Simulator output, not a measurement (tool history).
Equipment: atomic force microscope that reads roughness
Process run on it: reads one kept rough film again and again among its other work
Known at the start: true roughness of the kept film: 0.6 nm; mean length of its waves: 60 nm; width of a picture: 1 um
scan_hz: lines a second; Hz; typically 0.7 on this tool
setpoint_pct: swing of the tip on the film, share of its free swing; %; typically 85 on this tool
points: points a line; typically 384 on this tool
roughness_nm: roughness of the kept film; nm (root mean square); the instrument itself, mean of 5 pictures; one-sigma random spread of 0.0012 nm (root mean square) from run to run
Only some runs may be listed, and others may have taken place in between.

| run | hour | scan_hz | setpoint_pct | points | roughness_nm |
|---|---|---|---|---|---|
| 1 | 0 | 0.7 | 85 | 384 | 0.563 |
| 2 | 41 | 0.7 | 85 | 384 | 0.562 |
| 3 | 80.2 | 0.7 | 85 | 273 | 0.56 |
| 4 | 105.2 | 0.7 | 61 | 384 | 0.578 |
| 5 | 137.8 | 0.7 | 68 | 384 | 0.572 |
|  | 157.9 | new tip fitted |
| 6 | 162.6 | 0.7 | 68 | 384 | 0.582 |
| 7 | 201.9 | 0.7 | 85 | 384 | 0.566 |
| 8 | 250.7 | 0.7 | 85 | 384 | 0.563 |
| 9 | 271.1 | 0.7 | 85 | 384 | 0.564 |
| 10 | 318.6 | 0.7 | 85 | 384 | 0.561 |
| 11 | 339.4 | 0.7 | 85 | 384 | 0.561 |
| 12 | 381.6 | 0.7 | 85 | 384 | 0.557 |
|  | 398.9 | new tip fitted |
| 13 | 418.4 | 0.7 | 85 | 384 | 0.569 |
| 14 | 449.6 | 0.7 | 85 | 862 | 0.567 |
| 15 | 474.8 | 0.7 | 85 | 862 | 0.567 |
| 16 | 506.3 | 0.7 | 85 | 862 | 0.564 |
| 17 | 551.2 | 0.7 | 85 | 384 | 0.56 |
| 18 | 597.7 | 0.7 | 85 | 384 | 0.559 |
|  | 642.3 | new tip fitted |
| 19 | 644.3 | 0.7 | 85 | 384 | 0.569 |
| 20 | 671.3 | 0.7 | 85 | 384 | 0.568 |
| 21 | 692.5 | 2.235 | 71 | 299 | 0.55 |
| 22 | 740 | 0.7 | 76 | 384 | 0.575 |
| 23 | 767 | 3.36 | 85 | 384 | 0.48 |
| 24 | 792.2 | 3.36 | 85 | 384 | 0.48 |
| 25 | 822.4 | 0.7 | 69 | 384 | 0.578 |
| 26 | 848.1 | 2.035 | 84 | 384 | 0.519 |
| 27 | 879.4 | 3.695 | 84 | 384 | 0.472 |
|  | 883.2 | new tip fitted |
| 28 | 909.2 | 0.513 | 64 | 755 | 0.59 |
| 29 | 942.7 | 0.513 | 85 | 372 | 0.573 |
| 30 | 966.6 | 0.513 | 85 | 372 | 0.575 |
| 31 | 1013.4 | 3.291 | 85 | 272 | 0.482 |
| 32 | 1034.5 | 1.739 | 85 | 502 | 0.53 |
| 33 | 1072.9 | 0.969 | 57 | 384 | 0.582 |
| 34 | 1103.4 | 3.717 | 70 | 314 | 0.526 |
|  | 1125.3 | new tip fitted |
| 35 | 1125.3 | 3.717 | 70 | 314 | 0.535 |
| 36 | 1147 | 3.717 | 70 | 314 | 0.534 |
| 37 | 1180 | 1.819 | 61 | 650 | 0.578 |
| 38 | 1206.3 | 1.819 | 61 | 650 | 0.577 |
| 39 | 1234 | 1.819 | 80 | 537 | 0.542 |

The same runs without the tool's hidden state, with the same run-to-run variation:
The hidden state here: radius of the tip, nm; height scale over the true one, %; drift of the gauge itself on roughness_nm, %.
| run | roughness_nm |
|---|---|
| 1 | 0.567 |
| 2 | 0.568 |
| 3 | 0.567 |
| 4 | 0.587 |
| 5 | 0.583 |
| 6 | 0.583 |
| 7 | 0.568 |
| 8 | 0.567 |
| 9 | 0.57 |
| 10 | 0.569 |
| 11 | 0.569 |
| 12 | 0.567 |
| 13 | 0.569 |
| 14 | 0.568 |
| 15 | 0.569 |
| 16 | 0.568 |
| 17 | 0.567 |
| 18 | 0.567 |
| 19 | 0.567 |
| 20 | 0.567 |
| 21 | 0.551 |
| 22 | 0.577 |
| 23 | 0.484 |
| 24 | 0.484 |
| 25 | 0.585 |
| 26 | 0.526 |
| 27 | 0.48 |
| 28 | 0.588 |
| 29 | 0.573 |
| 30 | 0.576 |
| 31 | 0.485 |
| 32 | 0.534 |
| 33 | 0.588 |
| 34 | 0.533 |
| 35 | 0.532 |
| 36 | 0.531 |
| 37 | 0.577 |
| 38 | 0.577 |
| 39 | 0.543 |
